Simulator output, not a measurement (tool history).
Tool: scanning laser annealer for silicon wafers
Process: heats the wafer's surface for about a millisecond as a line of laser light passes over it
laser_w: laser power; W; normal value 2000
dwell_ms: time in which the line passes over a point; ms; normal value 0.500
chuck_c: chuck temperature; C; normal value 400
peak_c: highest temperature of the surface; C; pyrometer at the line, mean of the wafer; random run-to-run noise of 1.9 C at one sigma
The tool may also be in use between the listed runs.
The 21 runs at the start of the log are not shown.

| run | hour | laser_w | dwell_ms | chuck_c | hours of work since the window was cleaned | hours of work since the power meter was calibrated | hours of work since the optics were aligned | peak_c |
|---|---|---|---|---|---|---|---|---|
|  | 1356.3 | optics aligned, line set to its width |
| 22 | 1408.9 | 1762 | 0.470 | 411 | 45 | 2365 | 27 | 1069 |
| 23 | 1486.6 | 1711 | 0.361 | 383 | 84 | 2405 | 66 | 940 |
| 24 | 1533.9 | 1766 | 0.550 | 379 | 108 | 2429 | 90 | 1094 |
| 25 | 1572.0 | 1766 | 0.490 | 379 | 128 | 2448 | 110 | 1051 |
|  | 1595.3 | optics aligned, line set to its width, once more |
| 26 | 1641.5 | 1766 | 0.490 | 379 | 161 | 2481 | 24 | 1057 |
| 27 | 1719.4 | 1766 | 0.490 | 379 | 200 | 2521 | 63 | 1054 |
| 28 | 1802.8 | 1912 | 0.500 | 400 | 243 | 2563 | 106 | 1142 |
| 29 | 1840.3 | 1860 | 0.561 | 406 | 262 | 2582 | 125 | 1168 |
| 30 | 1893.5 | 1860 | 0.561 | 406 | 289 | 2610 | 152 | 1167 |
| 31 | 1956.3 | 1860 | 0.561 | 406 | 321 | 2642 | 184 | 1169 |
| 32 | 2040.4 | 1923 | 0.504 | 412 | 364 | 2684 | 227 | 1157 |
| 33 | 2096.5 | 2175 | 0.500 | 377 | 393 | 2713 | 255 | 1214 |
| 34 | 2175.0 | 2175 | 0.497 | 377 | 433 | 2753 | 295 | 1206 |
| 35 | 2214.2 | 1980 | 0.442 | 400 | 452 | 2773 | 315 | 1109 |
| 36 | 2299.6 | 1980 | 0.442 | 400 | 496 | 2816 | 359 | 1110 |
| 37 | 2336.1 | 1980 | 0.442 | 400 | 515 | 2835 | 377 | 1110 |
| 38 | 2379.2 | 1980 | 0.442 | 400 | 537 | 2857 | 399 | 1107 |
| 39 | 2425.7 | 1748 | 0.374 | 374 | 560 | 2881 | 423 | 944 |
| 40 | 2464.2 | 1748 | 0.374 | 374 | 580 | 2900 | 443 | 943 |

Predict each of these 3 candidate next runs independently; none follows another, all start after run 40:
| A | 2543.7 | 1705 | 0.405 | 412 | 620 | 2941 | 483 | ? |
| B | 2543.7 | 1748 | 0.424 | 396 | 620 | 2941 | 483 | ? |
| C | 2543.7 | 1961 | 0.442 | 374 | 620 | 2941 | 483 | ? |

| run | peak_c |
|---|---|
| A | 991 |
| B | 1003 |
| C | 1070 |
What these runs would have given with no unlogged condition in the tool:
| run | peak_c |
|---|---|
| A | 1011 |
| B | 1024 |
| C | 1094 |
